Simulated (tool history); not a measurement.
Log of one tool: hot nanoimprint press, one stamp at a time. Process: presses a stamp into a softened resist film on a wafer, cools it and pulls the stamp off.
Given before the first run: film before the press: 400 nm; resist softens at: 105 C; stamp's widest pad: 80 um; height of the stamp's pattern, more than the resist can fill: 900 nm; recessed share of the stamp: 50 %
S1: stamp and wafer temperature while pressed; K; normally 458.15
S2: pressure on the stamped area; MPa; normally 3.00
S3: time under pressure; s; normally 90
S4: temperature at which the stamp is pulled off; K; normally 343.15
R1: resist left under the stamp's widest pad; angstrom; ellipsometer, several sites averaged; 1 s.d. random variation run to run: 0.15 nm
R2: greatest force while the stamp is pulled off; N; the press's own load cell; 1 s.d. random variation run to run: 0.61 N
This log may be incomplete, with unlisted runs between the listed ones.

run     day      S1    S2  S3      S4    R1     R2
  1   0.000  458.15  3.00  90  343.15  2164  110.8
  2   0.446  458.15  3.00  90  343.15  2164  111.0
  3   1.429  458.15  3.00  90  343.15  2163  112.9
  4   2.021  458.15  3.00  90  343.15  2160  112.9
  5   2.508  458.15  3.00  90  343.15  2161  114.1
  6   3.046  461.15  3.00  90  343.15  2027  113.3
  7   3.700  461.15  3.00  90  343.15  2028  115.1
  8   4.617  452.15  3.00  90  343.15  2450  116.1
      5.571  -- plate thermocouple calibrated
  9   5.675  452.15  3.00  90  343.15  2499  117.6
 10   6.396  452.15  3.00  90  343.15  2497  117.4
 11   7.067  458.15  3.00  90  343.15  2197  118.1
 12   7.588  458.15  3.00  90  343.15  2196  118.2
 13   8.150  458.15  3.00  90  343.15  2197  119.5
 14   9.004  458.15  3.00  90  343.15  2199  120.2
 15   9.529  458.15  3.00  90  343.15  2194  121.8
 16  10.058  458.15  3.00  90  343.15  2193  121.8
     10.962  -- stamp cleaned and given a new release coat
 17  11.088  458.15  2.30  90  343.15  2471  110.1
 18  11.617  451.15  1.91  82  343.15  3049  112.1
 19  12.658  459.15  3.09  62  332.15  2369  120.1
 20  13.575  458.15  3.20  47  343.15  2570  113.3
 21  14.567  449.15  4.00  67  340.15  2545  114.9
 22  15.225  458.15  4.00  67  340.15  2091  117.4
 23  15.925  458.15  4.00  67  340.15  2094  115.9
 24  16.975  458.15  4.00  67  340.15  2094  117.5
 25  17.846  458.15  4.00  67  340.15  2091  118.4
 26  18.658  458.15  4.00  67  340.15  2088  118.7
 27  19.100  458.15  3.00  90  343.15  2181  118.7
 28  19.808  458.15  3.00  90  343.15  2180  118.7

What if the next run were any one of these 4? Each begins from the tool's condition after run 28:
  A  20.525  467.15  3.00   90  345.15   ?   ?
  B  20.525  458.15  3.00   90  332.15   ?   ?
  C  20.525  458.15  3.97  109  336.15   ?   ?
  D  20.525  451.15  2.69  164  343.15   ?   ?

run    R1     R2
  A  1802  117.3
  B  2180  126.7
  C  1779  124.3
  D  2228  119.1
With the hidden condition removed and each run's random variation left untouched, the same runs would have given:
run    R1     R2
  A  1813  108.5
  B  2195  117.1
  C  1790  114.9
  D  2245  110.1
